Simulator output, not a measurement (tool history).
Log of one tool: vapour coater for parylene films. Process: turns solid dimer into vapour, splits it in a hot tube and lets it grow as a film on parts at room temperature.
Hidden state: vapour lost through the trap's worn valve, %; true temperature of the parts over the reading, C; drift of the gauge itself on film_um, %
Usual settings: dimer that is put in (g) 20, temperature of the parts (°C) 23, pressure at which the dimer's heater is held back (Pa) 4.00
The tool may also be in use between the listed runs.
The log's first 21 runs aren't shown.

run,hour,dimer that is put in (g),temperature of the parts (°C),pressure at which the dimer's heater is held back (Pa),hours of work since the trap's valve was overhauled,hours of work since the table's thermometer was calibrated,thickness of the film (µm)
22,335.2,20,23,4.00,295,726,3.43
23,349.8,20,23,4.00,305,736,3.37
# hour 352.1: table's thermometer calibrated
24,365.9,13,22,10.61,316,10,2.12
# hour 388.5: table's thermometer calibrated, once more
25,388.5,11,28,5.66,331,0,1.44
# hour 400.9: trap's valve overhauled
26,405.4,11,21,4.30,3,9,2.10
27,422.4,20,23,2.73,15,21,3.63
28,436.0,8,15,4.00,25,31,2.04
29,448.9,31,23,7.36,34,40,5.31
30,469.4,14,23,4.00,48,54,2.50
31,481.8,9,23,2.75,57,63,1.62
32,493.3,8,26,10.85,65,71,1.16
33,513.6,8,26,10.85,79,85,1.19
34,533.6,9,27,3.52,93,99,1.34
35,550.5,30,21,3.52,105,111,5.81
36,568.6,10,24,2.07,118,124,1.74
37,581.5,20,23,5.36,127,133,3.44
38,591.7,20,23,5.36,134,140,3.41
39,602.7,28,19,3.84,142,148,5.83
40,616.5,28,19,2.11,152,158,6.07
41,633.2,28,19,2.11,164,170,6.02
42,651.1,11,20,2.26,176,182,2.22
43,662.9,11,20,2.26,185,190,2.19
44,675.3,33,23,6.44,193,199,5.48
45,688.3,16,23,4.00,202,208,2.79
46,699.9,27,31,11.88,211,217,2.98

Forecast each of these 5 alternatives for the next run:
A,709.4,12,29,8.50,217,223,?
B,709.4,19,31,3.26,217,223,?
C,709.4,10,31,8.20,217,223,?
D,709.4,15,23,4.00,217,223,?
E,709.4,20,21,4.36,217,223,?

run,thickness of the film (µm)
A,1.49
B,2.31
C,1.11
D,2.57
E,3.73
Without the tool's hidden state the same runs would have given:
run,thickness of the film (µm)
A,1.57
B,2.44
C,1.18
D,2.71
E,3.93
